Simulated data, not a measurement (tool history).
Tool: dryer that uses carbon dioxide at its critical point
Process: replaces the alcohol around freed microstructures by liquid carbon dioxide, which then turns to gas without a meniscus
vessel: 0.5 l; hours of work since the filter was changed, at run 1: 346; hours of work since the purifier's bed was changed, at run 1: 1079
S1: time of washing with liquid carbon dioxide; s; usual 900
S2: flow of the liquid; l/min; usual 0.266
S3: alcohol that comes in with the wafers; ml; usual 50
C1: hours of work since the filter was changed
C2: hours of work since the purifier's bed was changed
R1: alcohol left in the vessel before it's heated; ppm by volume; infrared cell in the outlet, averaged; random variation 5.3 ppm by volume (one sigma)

run    hour    S1     S2   S3   C1    C2    R1
  1     0.0   900  0.266   50  346  1079   519
  2    22.5   900  0.266  103  362  1095   786
       52.4  -- purifier's bed changed
  3    64.0   900  0.266   82  390     8   456
  4    95.7   900  0.266   68  413    31   406
  5   129.2   900  0.232   50  436    55   635
  6   159.2   900  0.232   50  458    76   685
      164.9  -- inlet filter changed
  7   199.0   900  0.232   50   24   104   317
  8   234.4   900  0.266   50   50   129   160
  9   269.0  1140  0.266   50   74   154    60
 10   294.2  1140  0.266   50   92   172    64
 11   337.5  1080  0.266   50  123   203    98
 12   371.1  1080  0.266   50  147   227   105
 13   413.2  1080  0.266   50  177   257    97
 14   438.3  1080  0.266   50  195   275   118
 15   464.8  1080  0.266   50  214   294   118
 16   505.9  1080  0.266   50  244   323   141
 17   543.9  1080  0.266   50  271   351   144
 18   575.9   900  0.266   35  294   373   243
 19   616.2   900  0.266   35  323   402   258
 20   634.5   900  0.266   42  336   415   290
 21   661.7   900  0.266   42  355   435   301
 22   683.9   900  0.266   50  371   451   357
 23   721.3   900  0.195   50  398   477  1402
 24   754.2   900  0.195   50  421   501  1437
 25   793.0  1020  0.213   50  449   529   619
      810.6  -- inlet filter changed
 26   825.7   660  0.266   87   11   551  1392
 27   850.9   660  0.266   87   29   569  1453
 28   888.9   660  0.266   87   56   596  1460
 29   907.5  1200  0.315   76   69   610   147
 30   933.8  1200  0.315   76   88   628   148
 31   958.5  1200  0.266   31  106   646   159
 32   978.1  1200  0.266   31  120   660   160
 33   997.0   900  0.197   72  133   674  1336
 34  1032.6   900  0.197   72  159   699  1365
 35  1073.3   900  0.197   72  188   728  1443
 36  1104.2   720  0.251   50  210   750   983
 37  1137.7   720  0.251   50  234   774  1040
 38  1161.4   900  0.336   31  251   791   217
 39  1186.1   840  0.336   53  268   809   254
 40  1219.8   840  0.336   53  292   833   265
 41  1242.3   900  0.266   33  309   849   342
 42  1263.6   900  0.266   33  324   864   354
 43  1290.2   900  0.266   33  343   883   361
 44  1315.0   900  0.266   33  360   901   382
 45  1350.8   600  0.321   30  386   927   698
 46  1380.9   600  0.240   37  408   948  2291
 47  1414.2   780  0.420   26  431   972   239

Some steps in R1 between neighbouring runs. How much of each would the tool show without its hidden state too (settings, what came in, random variation), and how much is left for the hidden state, with any gauge scatter that isn't in both results?
The hidden state here: flow that reaches the vessel past the clogged filter, %; alcohol in the recycled carbon dioxide, ppm; drift of the gauge itself on alcohol_ppm, %.
Run 22 -> 23: S2 0.266 -> 0.195. R1 +1045 ppm by volume: hidden state +459, all else +586.
Run 28 -> 29: S1 660 -> 1200, S2 0.266 -> 0.315, S3 87 -> 76. R1 -1313 ppm by volume: hidden state -129, all else -1184.
Run 45 -> 46: S2 0.321 -> 0.240, S3 30 -> 37. R1 +1593 ppm by volume: hidden state +612, all else +981.
Run 46 -> 47: S1 600 -> 780, S2 0.240 -> 0.420, S3 37 -> 26. R1 -2052 ppm by volume: hidden state -823, all else -1229.
